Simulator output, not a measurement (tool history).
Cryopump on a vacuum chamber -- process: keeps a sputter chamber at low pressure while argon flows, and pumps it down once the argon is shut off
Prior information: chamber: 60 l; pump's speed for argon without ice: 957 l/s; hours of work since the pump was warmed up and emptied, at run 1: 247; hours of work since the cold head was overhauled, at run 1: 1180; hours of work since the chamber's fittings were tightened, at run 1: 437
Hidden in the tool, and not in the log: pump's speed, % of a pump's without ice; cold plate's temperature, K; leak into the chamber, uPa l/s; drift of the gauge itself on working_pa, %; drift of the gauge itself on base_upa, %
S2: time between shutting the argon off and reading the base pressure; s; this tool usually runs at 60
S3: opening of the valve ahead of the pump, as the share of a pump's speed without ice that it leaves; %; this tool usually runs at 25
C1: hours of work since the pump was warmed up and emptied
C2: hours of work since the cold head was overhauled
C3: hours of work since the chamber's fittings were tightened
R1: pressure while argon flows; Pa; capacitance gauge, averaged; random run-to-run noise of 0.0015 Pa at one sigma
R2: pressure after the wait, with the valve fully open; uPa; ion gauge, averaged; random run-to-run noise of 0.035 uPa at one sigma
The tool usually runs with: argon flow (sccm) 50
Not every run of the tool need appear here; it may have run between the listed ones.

Run 1, day 0.000: usual settings; C1 247; C2 1180; C3 437. Result: R1 0.3688 Pa, R2 2.94 uPa.
Run 2, day 0.888: usual settings; C1 266; C2 1199; C3 456. Result: R1 0.3679 Pa, R2 2.93 uPa.
Run 3, day 2.188: usual settings; C1 294; C2 1227; C3 484. Result: R1 0.3699 Pa, R2 2.98 uPa.
Run 4, day 3.192: usual settings but argon flow (sccm) 91; C1 316; C2 1249; C3 506. Result: R1 0.6776 Pa, R2 3.08 uPa.
Run 5, day 3.983: usual settings but argon flow (sccm) 23; C1 333; C2 1266; C3 523. Result: R1 0.1699 Pa, R2 3.06 uPa.
Run 6, day 5.525: usual settings but argon flow (sccm) 23; C1 366; C2 1299; C3 556. Result: R1 0.1720 Pa, R2 3.19 uPa.
Run 7, day 6.733: usual settings; C1 392; C2 1325; C3 582. Result: R1 0.3743 Pa, R2 3.31 uPa.
Run 8, day 7.883: usual settings; C1 417; C2 1350; C3 607. Result: R1 0.3801 Pa, R2 3.41 uPa.
Run 9, day 8.921: usual settings; C1 439; C2 1372; C3 629. Result: R1 0.3817 Pa, R2 3.44 uPa.
At day 9.546: pump warmed up, emptied and cooled again.
Run 10, day 10.496: usual settings; C1 20; C2 1402; C3 659. Result: R1 0.3549 Pa, R2 3.09 uPa.
Run 11, day 12.121: usual settings; C1 55; C2 1437; C3 694. Result: R1 0.3576 Pa, R2 3.18 uPa.
Run 12, day 12.896: usual settings but S2 71 s; C1 72; C2 1453; C3 710. Result: R1 0.3542 Pa, R2 3.02 uPa.
Run 13, day 13.692: usual settings but S2 71 s; C1 89; C2 1471; C3 727. Result: R1 0.3597 Pa, R2 3.11 uPa.
Run 14, day 15.208: usual settings but S2 193 s; C1 122; C2 1503; C3 760. Result: R1 0.3613 Pa, R2 2.26 uPa.
Run 15, day 16.100: usual settings but S2 193 s; C1 141; C2 1522; C3 779. Result: R1 0.3623 Pa, R2 2.35 uPa.
Run 16, day 17.712: usual settings but S2 193 s; C1 176; C2 1557; C3 814. Result: R1 0.3636 Pa, R2 2.41 uPa.
Run 17, day 18.838: usual settings but S2 193 s; C1 200; C2 1581; C3 838. Result: R1 0.3656 Pa, R2 2.55 uPa.

Run 18 is up next; what results do you expect?
Run 18, day 20.146: usual settings but argon flow (sccm) 66, S3 30 %; C1 228; C2 1610; C3 866. Result: R1 ?, R2 ?.

Logged for run 18: R1 0.4048 Pa, R2 3.83 uPa.
Were there no unlogged condition in the tool, this run, its random variation unchanged, would have produced R1 0.3859 Pa, R2 1.96 uPa.
